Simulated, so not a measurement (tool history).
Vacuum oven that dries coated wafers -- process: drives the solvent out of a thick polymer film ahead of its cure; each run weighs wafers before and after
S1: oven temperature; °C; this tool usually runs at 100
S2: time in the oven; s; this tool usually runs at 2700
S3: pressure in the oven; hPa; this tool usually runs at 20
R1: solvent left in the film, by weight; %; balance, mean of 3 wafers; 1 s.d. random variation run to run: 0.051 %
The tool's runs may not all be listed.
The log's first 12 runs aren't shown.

run    hour   S1    S2    S3    R1
 13   411.7  100  2700    20   3.2
 14   447.5  100  2700    20   3.3
 15   476.4  100  2700    20  3.39
 16   507.3  100  2700    20  3.25
 17     533   99  1920    20  4.85
 18   577.6   98  2280  21.1  4.45
 19   601.4   87  4560  21.1  4.96
 20   620.4  113  1620  21.1  2.19
 21     654  113  1920  42.1  2.41
 22   697.6  113  3480  20.9   0.9
 23   725.1  114  3780    20  0.74
 24     762   97  2040  19.9  5.11
 25   790.3  105  2040  50.1   4.2
 26   818.2  105  2040  50.1  4.02
 27   855.6  105  2040  50.1  4.16
 28   891.9  100  2700    20  3.09
 29   938.4   85  2040    34  8.92
 30   983.2   85  2040    34  9.07
 31  1013.8  113  4500  32.7  1.23
 32  1041.7  113  4500  32.7  1.17

Here are 3 independent what-if runs from the current tool condition. What would each one return?
  A  1089.1  100  4740  41.7   ?
  B  1089.1  108  3300    20   ?
  C  1089.1   93  4500  61.6   ?

run    R1
  A  2.88
  B   1.3
  C  5.58
Without the tool's hidden state the same runs would have given:
run    R1
  A  2.86
  B  1.28
  C  5.63

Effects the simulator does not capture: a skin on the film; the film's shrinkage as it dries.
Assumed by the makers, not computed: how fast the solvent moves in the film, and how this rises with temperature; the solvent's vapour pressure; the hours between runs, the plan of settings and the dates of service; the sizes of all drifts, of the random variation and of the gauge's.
